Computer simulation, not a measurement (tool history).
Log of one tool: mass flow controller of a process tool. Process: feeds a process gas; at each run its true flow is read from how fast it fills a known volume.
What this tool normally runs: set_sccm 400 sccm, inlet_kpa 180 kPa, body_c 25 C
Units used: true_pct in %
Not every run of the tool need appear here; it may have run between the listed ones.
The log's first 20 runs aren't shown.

| run | day | set_sccm | inlet_kpa | body_c | hours of work since the controller was set to zero | hours of work since the controller was changed | true_pct |
|---|---|---|---|---|---|---|---|
| 21 | 247.846 | 272 | 251 | 39 | 1942 | 8803 | 97.39 |
| 22 | 255.925 | 272 | 275 | 25 | 2070 | 8932 | 98.30 |
| 23 | 267.288 | 400 | 171 | 25 | 2252 | 9113 | 99.72 |
| 24 | 277.225 | 400 | 171 | 25 | 2410 | 9271 | 99.71 |
| 25 | 288.633 | 400 | 171 | 25 | 2592 | 9453 | 99.57 |
| 26 | 299.546 | 400 | 209 | 25 | 2766 | 9627 | 99.46 |
| 27 | 311.042 | 528 | 229 | 22 | 2949 | 9810 | 100.24 |
| 28 | 320.475 | 528 | 224 | 22 | 3099 | 9961 | 100.24 |
| 29 | 328.725 | 528 | 224 | 22 | 3231 | 10092 | 100.14 |
| 30 | 335.542 | 528 | 224 | 22 | 3339 | 10201 | 100.28 |
| 31 | 349.029 | 528 | 224 | 22 | 3555 | 10416 | 100.19 |
| 32 | 358.983 | 737 | 235 | 39 | 3713 | 10575 | 100.00 |
| 33 | 372.312 | 125 | 157 | 35 | 3926 | 10787 | 94.20 |
| 34 | 382.967 | 143 | 157 | 35 | 4095 | 10957 | 94.78 |
| 35 | 398.954 | 307 | 157 | 28 | 4350 | 11212 | 98.41 |
| 36 | 411.554 | 227 | 206 | 27 | 4551 | 11413 | 97.01 |
| 37 | 419.496 | 112 | 167 | 35 | 4678 | 11539 | 92.51 |
| 38 | 431.192 | 112 | 167 | 35 | 4864 | 11726 | 92.44 |

Predict each of these 3 candidate next runs independently; none follows another, all start after run 38:
| A | 440.321 | 400 | 180 | 31 | 5010 | 11871 | ? |
| B | 440.321 | 400 | 203 | 28 | 5010 | 11871 | ? |
| C | 440.321 | 400 | 180 | 38 | 5010 | 11871 | ? |

| run | true_pct |
|---|---|
| A | 98.84 |
| B | 98.88 |
| C | 98.57 |
Without the tool's hidden state the same runs would have given:
| run | true_pct |
|---|---|
| A | 97.78 |
| B | 97.82 |
| C | 97.51 |
